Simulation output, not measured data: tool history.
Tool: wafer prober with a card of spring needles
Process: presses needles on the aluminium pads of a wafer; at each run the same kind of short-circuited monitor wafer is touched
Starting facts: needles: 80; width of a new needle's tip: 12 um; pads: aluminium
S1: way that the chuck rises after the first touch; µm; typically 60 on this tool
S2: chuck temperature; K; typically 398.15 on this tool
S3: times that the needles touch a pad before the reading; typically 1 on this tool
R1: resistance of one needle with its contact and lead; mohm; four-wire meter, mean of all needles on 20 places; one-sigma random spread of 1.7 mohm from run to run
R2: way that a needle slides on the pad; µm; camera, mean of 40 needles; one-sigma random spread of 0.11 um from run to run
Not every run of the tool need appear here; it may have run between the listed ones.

run   hour  S1      S2  S3   R1     R2
  1      0  60  398.15   1  206   8.46
       1.3  -- tips cleaned on abrasive film
       7.1  -- tips cleaned on abrasive film
      12.9  -- tips cleaned on abrasive film
      18.8  -- tips cleaned on abrasive film
      23.5  -- tips cleaned on abrasive film
      29.3  -- tips cleaned on abrasive film
  2   32.7  60  398.15   2  194   8.06
      35.1  -- tips cleaned on abrasive film
      40.9  -- tips cleaned on abrasive film
      46.7  -- tips cleaned on abrasive film
      52.6  -- tips cleaned on abrasive film
      58.4  -- tips cleaned on abrasive film
      63.1  -- tips cleaned on abrasive film
        69  -- tips cleaned on abrasive film
      74.8  -- tips cleaned on abrasive film
  3   74.8  60  398.15   2  176   7.96
      80.6  -- tips cleaned on abrasive film
      86.5  -- tips cleaned on abrasive film
      92.3  -- tips cleaned on abrasive film
        97  -- tips cleaned on abrasive film
     102.8  -- tips cleaned on abrasive film
  4  107.4  60  398.15   2  204   7.73
     108.6  -- tips cleaned on abrasive film
     114.5  -- tips cleaned on abrasive film
     120.3  -- tips cleaned on abrasive film
     126.2  -- tips cleaned on abrasive film
       132  -- tips cleaned on abrasive film
     136.7  -- tips cleaned on abrasive film
     142.1  -- tips cleaned on abrasive film
  5  142.1  60  398.15   1  177   7.56
     146.8  -- tips cleaned on abrasive film
     152.7  -- tips cleaned on abrasive film
     158.5  -- tips cleaned on abrasive film
     164.3  -- tips cleaned on abrasive film
     165.8  -- height of the first contact set anew
     170.5  -- tips cleaned on abrasive film
     176.3  -- tips cleaned on abrasive film
     182.2  -- tips cleaned on abrasive film
     187.3  -- tips cleaned on abrasive film
  6  187.3  60  398.15   1  176   9.46
       192  -- tips cleaned on abrasive film, once more
     197.8  -- tips cleaned on abrasive film
     203.7  -- tips cleaned on abrasive film
     209.5  -- tips cleaned on abrasive film
     215.3  -- tips cleaned on abrasive film
     221.2  -- tips cleaned on abrasive film
  7  222.5  60  398.15   1  189    9.2
       226  -- tips cleaned on abrasive film
     231.8  -- tips cleaned on abrasive film
     236.5  -- tips cleaned on abrasive film
     242.4  -- tips cleaned on abrasive film
     247.1  -- tips cleaned on abrasive film
  8  250.9  60  398.15   1  207   9.44
     252.2  -- tips cleaned on abrasive film
       258  -- tips cleaned on abrasive film
     263.9  -- tips cleaned on abrasive film
     269.7  -- tips cleaned on abrasive film
     275.6  -- tips cleaned on abrasive film
     281.4  -- tips cleaned on abrasive film
     287.2  -- tips cleaned on abrasive film
  9    289  77  398.15   1  182  11.82
     292.6  -- tips cleaned on abrasive film
     298.4  -- tips cleaned on abrasive film
     304.2  -- tips cleaned on abrasive film
     308.9  -- tips cleaned on abrasive film
 10    309  77  398.15   1  169   11.5
     313.7  -- tips cleaned on abrasive film
     319.6  -- tips cleaned on abrasive film
     325.4  -- tips cleaned on abrasive film
     330.1  -- tips cleaned on abrasive film
     335.1  -- tips cleaned on abrasive film
 11  335.1  77  398.15   1  168  11.52
     339.8  -- tips cleaned on abrasive film
     344.5  -- tips cleaned on abrasive film
     350.3  -- tips cleaned on abrasive film
 12    354  77  398.15   1  192  11.66
     355.2  -- tips cleaned on abrasive film
     359.9  -- tips cleaned on abrasive film
     364.6  -- tips cleaned on abrasive film
     370.4  -- tips cleaned on abrasive film
     375.1  -- tips cleaned on abrasive film
 13  375.5  53  317.15   1  174   7.68
     380.2  -- tips cleaned on abrasive film
       386  -- tips cleaned on abrasive film
     391.8  -- tips cleaned on abrasive film
     397.7  -- tips cleaned on abrasive film
     403.4  -- tips cleaned on abrasive film
 14  403.4  72  385.15   3  172   10.6
     409.3  -- tips cleaned on abrasive film
     415.1  -- tips cleaned on abrasive film
       421  -- tips cleaned on abrasive film
     426.8  -- tips cleaned on abrasive film
 15  430.3  72  385.15   3  180  10.52
     432.6  -- tips cleaned on abrasive film
     437.3  -- tips cleaned on abrasive film
     443.1  -- tips cleaned on abrasive film
       449  -- tips cleaned on abrasive film
 16  452.4  72  385.15   3  181  10.67
     454.8  -- tips cleaned on abrasive film
     460.6  -- tips cleaned on abrasive film
     466.4  -- tips cleaned on abrasive film
     472.3  -- tips cleaned on abrasive film
     478.1  -- tips cleaned on abrasive film
     482.8  -- tips cleaned on abrasive film
     488.7  -- tips cleaned on abrasive film
     494.5  -- tips cleaned on abrasive film
 17  497.9  43  300.15   2  238   5.59
     500.3  -- tips cleaned on abrasive film
     506.2  -- tips cleaned on abrasive film
     510.9  -- tips cleaned on abrasive film
     516.7  -- tips cleaned on abrasive film
     522.5  -- tips cleaned on abrasive film
     528.4  -- tips cleaned on abrasive film
     534.2  -- tips cleaned on abrasive film
     538.9  -- tips cleaned on abrasive film
 18  543.4  43  300.15   2  260   5.59
     544.7  -- tips cleaned on abrasive film
     549.4  -- tips cleaned on abrasive film
     555.2  -- tips cleaned on abrasive film
       561  -- tips cleaned on abrasive film
     566.9  -- tips cleaned on abrasive film
     572.7  -- tips cleaned on abrasive film
     578.6  -- tips cleaned on abrasive film
     583.8  -- tips cleaned on abrasive film
 19  583.8  43  300.15   2  176    5.5
     589.7  -- tips cleaned on abrasive film
     595.5  -- tips cleaned on abrasive film
     601.3  -- tips cleaned on abrasive film
     607.2  -- tips cleaned on abrasive film
     611.9  -- tips cleaned on abrasive film
 20  615.7  43  300.15   2  260   5.31
     616.9  -- tips cleaned on abrasive film
     622.8  -- tips cleaned on abrasive film
     628.6  -- tips cleaned on abrasive film
     634.5  -- tips cleaned on abrasive film
     640.2  -- tips cleaned on abrasive film
 21  640.2  43  300.15   2  180   5.05
     646.1  -- tips cleaned on abrasive film
     650.7  -- tips cleaned on abrasive film
     652.2  -- height of the first contact set anew
     656.9  -- tips cleaned on abrasive film
     662.7  -- tips cleaned on abrasive film
     668.6  -- tips cleaned on abrasive film
     674.4  -- tips cleaned on abrasive film
     680.3  -- tips cleaned on abrasive film
     686.1  -- tips cleaned on abrasive film
 22  687.3  66  303.15   2  166   10.4

Alternative continuations, all from the tool just after run 22; predict every row:
     690.9  -- tips cleaned on abrasive film
     695.5  -- tips cleaned on abrasive film
     701.4  -- tips cleaned on abrasive film
     707.2  -- tips cleaned on abrasive film
     711.9  -- tips cleaned on abrasive film
  A  714.4  42  398.15   1   ?   ?
     690.9  -- tips cleaned on abrasive film
     695.5  -- tips cleaned on abrasive film
     701.4  -- tips cleaned on abrasive film
     707.2  -- tips cleaned on abrasive film
     711.9  -- tips cleaned on abrasive film
  B  714.4  74  398.15   2   ?   ?
     690.9  -- tips cleaned on abrasive film
     695.5  -- tips cleaned on abrasive film
     701.4  -- tips cleaned on abrasive film
     707.2  -- tips cleaned on abrasive film
     711.9  -- tips cleaned on abrasive film
  C  714.4  42  398.15   2   ?   ?
     690.9  -- tips cleaned on abrasive film
     695.5  -- tips cleaned on abrasive film
     701.4  -- tips cleaned on abrasive film
     707.2  -- tips cleaned on abrasive film
     711.9  -- tips cleaned on abrasive film
  D  714.4  53  310.15   1   ?   ?

run   R1     R2
  A  260   6.51
  B  182  11.47
  C  221   6.53
  D  215   8.19
Without the tool's unlogged condition, the same runs would have read:
run   R1    R2
  A  174  6.74
  B  164  11.7
  C  167  6.76
  D  153  8.42

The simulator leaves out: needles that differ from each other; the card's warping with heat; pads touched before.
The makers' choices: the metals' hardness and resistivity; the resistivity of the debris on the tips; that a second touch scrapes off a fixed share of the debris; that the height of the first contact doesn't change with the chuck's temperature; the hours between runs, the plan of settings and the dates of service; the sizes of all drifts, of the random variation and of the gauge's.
